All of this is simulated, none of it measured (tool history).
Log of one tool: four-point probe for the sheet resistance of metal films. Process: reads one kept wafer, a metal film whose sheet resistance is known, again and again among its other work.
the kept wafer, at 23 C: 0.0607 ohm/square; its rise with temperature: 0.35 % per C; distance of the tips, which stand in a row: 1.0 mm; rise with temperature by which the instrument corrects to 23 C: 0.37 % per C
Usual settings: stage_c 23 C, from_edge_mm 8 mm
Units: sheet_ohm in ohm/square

Run 1, hour 0.0: usual settings. Result: sheet_ohm 0.061061 ohm/square.
Run 2, hour 18.8: usual settings. Result: sheet_ohm 0.061068 ohm/square.
Run 3, hour 43.6: usual settings. Result: sheet_ohm 0.061063 ohm/square.
Run 4, hour 60.3: usual settings. Result: sheet_ohm 0.061078 ohm/square.
Run 5, hour 71.2: usual settings. Result: sheet_ohm 0.061087 ohm/square.
Run 6, hour 81.6: usual settings. Result: sheet_ohm 0.061077 ohm/square.
Run 7, hour 97.2: usual settings but stage_c 35 C. Result: sheet_ohm 0.060905 ohm/square.
Run 8, hour 119.2: usual settings. Result: sheet_ohm 0.061054 ohm/square.
Run 9, hour 143.8: usual settings but stage_c 19 C. Result: sheet_ohm 0.061148 ohm/square.
Run 10, hour 165.1: usual settings but stage_c 19 C. Result: sheet_ohm 0.061138 ohm/square.
Run 11, hour 177.8: usual settings. Result: sheet_ohm 0.061092 ohm/square.
Run 12, hour 189.6: usual settings. Result: sheet_ohm 0.061076 ohm/square.
Run 13, hour 207.0: usual settings. Result: sheet_ohm 0.061098 ohm/square.
Run 14, hour 229.9: usual settings. Result: sheet_ohm 0.061081 ohm/square.
Run 15, hour 252.6: usual settings but stage_c 31 C. Result: sheet_ohm 0.060976 ohm/square.
Run 16, hour 263.1: usual settings but stage_c 31 C. Result: sheet_ohm 0.060972 ohm/square.
Run 17, hour 275.9: usual settings but stage_c 31 C. Result: sheet_ohm 0.060984 ohm/square.
Run 18, hour 294.8: usual settings but stage_c 31 C. Result: sheet_ohm 0.061009 ohm/square.
Run 19, hour 313.6: usual settings but stage_c 31 C. Result: sheet_ohm 0.060995 ohm/square.
Run 20, hour 323.9: usual settings but stage_c 31 C. Result: sheet_ohm 0.061012 ohm/square.
Run 21, hour 341.4: usual settings but stage_c 31 C. Result: sheet_ohm 0.061006 ohm/square.
Run 22, hour 352.0: usual settings but stage_c 31 C. Result: sheet_ohm 0.060973 ohm/square.
At hour 353.9: stage's thermometer calibrated.
Run 23, hour 367.6: usual settings but stage_c 33 C, from_edge_mm 75 mm. Result: sheet_ohm 0.060449 ohm/square.
Run 24, hour 379.2: usual settings but stage_c 19 C, from_edge_mm 52 mm. Result: sheet_ohm 0.060649 ohm/square.
Run 25, hour 395.7: usual settings but stage_c 18 C, from_edge_mm 50 mm. Result: sheet_ohm 0.060681 ohm/square.
At hour 400.3: stage's thermometer calibrated, once more.
Run 26, hour 420.0: usual settings but stage_c 18 C, from_edge_mm 50 mm. Result: sheet_ohm 0.060715 ohm/square.
Run 27, hour 431.5: usual settings but stage_c 20 C, from_edge_mm 15 mm. Result: sheet_ohm 0.060832 ohm/square.
Run 28, hour 446.1: usual settings but stage_c 20 C, from_edge_mm 15 mm. Result: sheet_ohm 0.060829 ohm/square.
Run 29, hour 464.1: usual settings but stage_c 25 C, from_edge_mm 3 mm. Result: sheet_ohm 0.063996 ohm/square.
Run 30, hour 485.3: usual settings but stage_c 32 C, from_edge_mm 5 mm. Result: sheet_ohm 0.061782 ohm/square.
Run 31, hour 497.4: usual settings but stage_c 20 C, from_edge_mm 72 mm. Result: sheet_ohm 0.060686 ohm/square.
Run 32, hour 514.9: usual settings but stage_c 20 C, from_edge_mm 72 mm. Result: sheet_ohm 0.060693 ohm/square.
Run 33, hour 537.2: usual settings but stage_c 20 C, from_edge_mm 72 mm. Result: sheet_ohm 0.060701 ohm/square.
Run 34, hour 562.6: usual settings but stage_c 34 C, from_edge_mm 33 mm. Result: sheet_ohm 0.060509 ohm/square.
Run 35, hour 585.4: usual settings but stage_c 24 C, from_edge_mm 53 mm. Result: sheet_ohm 0.060646 ohm/square.
Run 36, hour 596.9: usual settings but stage_c 24 C, from_edge_mm 53 mm. Result: sheet_ohm 0.060654 ohm/square.
Run 37, hour 615.7: usual settings but stage_c 24 C, from_edge_mm 53 mm. Result: sheet_ohm 0.060667 ohm/square.
Run 38, hour 628.9: usual settings but stage_c 24 C, from_edge_mm 53 mm. Result: sheet_ohm 0.060627 ohm/square.
Run 39, hour 654.2: usual settings but stage_c 24 C, from_edge_mm 53 mm. Result: sheet_ohm 0.060660 ohm/square.
Run 40, hour 675.8: usual settings but stage_c 22 C, from_edge_mm 19 mm. Result: sheet_ohm 0.060758 ohm/square.
Run 41, hour 692.4: usual settings but stage_c 20 C, from_edge_mm 43 mm. Result: sheet_ohm 0.060731 ohm/square.
Run 42, hour 706.4: usual settings but stage_c 20 C, from_edge_mm 3 mm. Result: sheet_ohm 0.064123 ohm/square.
Run 43, hour 724.8: usual settings but stage_c 20 C, from_edge_mm 3 mm. Result: sheet_ohm 0.064131 ohm/square.

3 ways to go on from here, each from the tool as it stands after run 43. What would each give?
Run A, hour 739.5: usual settings but stage_c 20 C, from_edge_mm 3 mm. Result: sheet_ohm ?.
Run B, hour 739.5: usual settings but from_edge_mm 70 mm. Result: sheet_ohm ?.
Run C, hour 739.5: usual settings but stage_c 27 C, from_edge_mm 3 mm. Result: sheet_ohm ?.

run  sheet_ohm
  A   0.064126
  B   0.060675
  C   0.064045
Without the tool's hidden state the same runs would have given:
run  sheet_ohm
  A   0.064157
  B   0.060703
  C   0.064075

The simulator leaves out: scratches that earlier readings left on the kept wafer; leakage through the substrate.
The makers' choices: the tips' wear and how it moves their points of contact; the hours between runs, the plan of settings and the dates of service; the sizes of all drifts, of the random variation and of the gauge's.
